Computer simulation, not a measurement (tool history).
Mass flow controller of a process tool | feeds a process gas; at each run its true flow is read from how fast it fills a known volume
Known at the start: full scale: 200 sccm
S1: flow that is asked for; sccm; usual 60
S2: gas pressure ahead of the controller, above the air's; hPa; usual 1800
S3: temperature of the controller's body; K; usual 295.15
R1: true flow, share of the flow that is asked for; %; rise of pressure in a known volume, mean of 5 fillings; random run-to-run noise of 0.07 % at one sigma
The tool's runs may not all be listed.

run,hour,S1,S2,S3,R1
1,0,60,1800,295.15,97.74
2,78.6,60,1710,295.15,97.84
3,127.1,60,1800,295.15,97.73
4,199.9,60,1800,295.15,97.79
5,264.8,60,1800,295.15,97.95
6,360.2,60,1800,295.15,97.79
7,438.2,60,1800,295.15,97.92
8,524.4,60,1800,295.15,97.85
9,608.8,60,1800,295.15,97.7
10,655.6,60,1800,295.15,97.89
11,718,60,1800,295.15,97.72
12,784.3,60,1800,295.15,97.85
13,836.1,60,1800,295.15,97.78
14,907.8,60,1800,295.15,97.76
15,950,60,1800,295.15,97.71
16,1020.3,60,1800,298.15,98.03
17,1080.7,60,1800,298.15,98.04
18,1146.7,60,1800,298.15,97.91
19,1221.1,60,1800,298.15,98
20,1295.2,60,1800,298.15,97.98
21,1357.8,60,1790,295.15,97.8
22,1434.5,60,1790,295.15,97.72
23,1508,60,1790,295.15,97.64
24,1552,60,1790,295.15,97.82
25,1647.7,60,1790,295.15,97.86
26,1701.3,26,1810,296.15,97.32
27,1770.5,26,1810,296.15,97.27
28,1830.9,75,2330,302.15,98.41
29,1919.9,65,2520,296.15,97.76

Expected results for the next run?
30,1997.1,65,2520,296.15,?

R1: 97.68 %
Were there no unlogged condition in the tool, this run, its random variation unchanged, would have produced R1 97.68 %.

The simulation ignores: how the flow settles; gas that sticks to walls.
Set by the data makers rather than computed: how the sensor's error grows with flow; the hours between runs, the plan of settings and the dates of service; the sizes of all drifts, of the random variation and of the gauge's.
